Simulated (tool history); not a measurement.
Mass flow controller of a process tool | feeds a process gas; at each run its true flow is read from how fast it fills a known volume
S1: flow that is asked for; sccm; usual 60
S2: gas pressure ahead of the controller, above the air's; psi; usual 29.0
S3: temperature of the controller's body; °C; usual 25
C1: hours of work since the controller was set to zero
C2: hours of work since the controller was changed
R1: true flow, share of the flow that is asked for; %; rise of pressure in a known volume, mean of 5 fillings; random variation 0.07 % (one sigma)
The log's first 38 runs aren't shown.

Run 39, hour 6863.7: usual settings but S1 28 sccm, S2 32.1 psi, S3 22 °C; C1 2802; C2 11736. Result: R1 97.11 %.
Run 40, hour 6966.8: usual settings but S1 33 sccm, S2 23.9 psi, S3 34 °C; C1 2885; C2 11819. Result: R1 95.93 %.
Run 41, hour 7145.7: usual settings but S1 20 sccm; C1 3028; C2 11962. Result: R1 95.09 %.
Run 42, hour 7384.3: usual settings but S2 38.1 psi, S3 22 °C; C1 3218; C2 12152. Result: R1 99.36 %.
Run 43, hour 7631.3: usual settings but S3 29 °C; C1 3416; C2 12350. Result: R1 98.18 %.
Run 44, hour 7775.7: usual settings but S1 21 sccm, S2 28.6 psi, S3 22 °C; C1 3531; C2 12465. Result: R1 95.20 %.
Run 45, hour 7970.8: usual settings but S3 26 °C; C1 3687; C2 12621. Result: R1 98.60 %.
Run 46, hour 8083.1: usual settings but S1 18 sccm, S2 29.2 psi; C1 3777; C2 12711. Result: R1 93.66 %.
Run 47, hour 8287.8: usual settings but S1 61 sccm, S2 26.0 psi; C1 3941; C2 12875. Result: R1 98.58 %.

3 ways to go on from here, each from the tool as it stands after run 47. What would each give?
Run A, hour 8534.6: usual settings but S1 11 sccm, S2 26.0 psi, S3 23 °C; C1 4138; C2 13072. Result: R1 ?.
Run B, hour 8534.6: usual settings but S1 27 sccm, S2 26.0 psi, S3 26 °C; C1 4138; C2 13072. Result: R1 ?.
Run C, hour 8534.6: usual settings but S1 61 sccm, S2 26.0 psi, S3 27 °C; C1 4138; C2 13072. Result: R1 ?.

run     R1
  A  89.19
  B  95.18
  C  98.30
Without the tool's hidden state the same runs would have given:
run     R1
  A  97.53
  B  97.74
  C  98.65

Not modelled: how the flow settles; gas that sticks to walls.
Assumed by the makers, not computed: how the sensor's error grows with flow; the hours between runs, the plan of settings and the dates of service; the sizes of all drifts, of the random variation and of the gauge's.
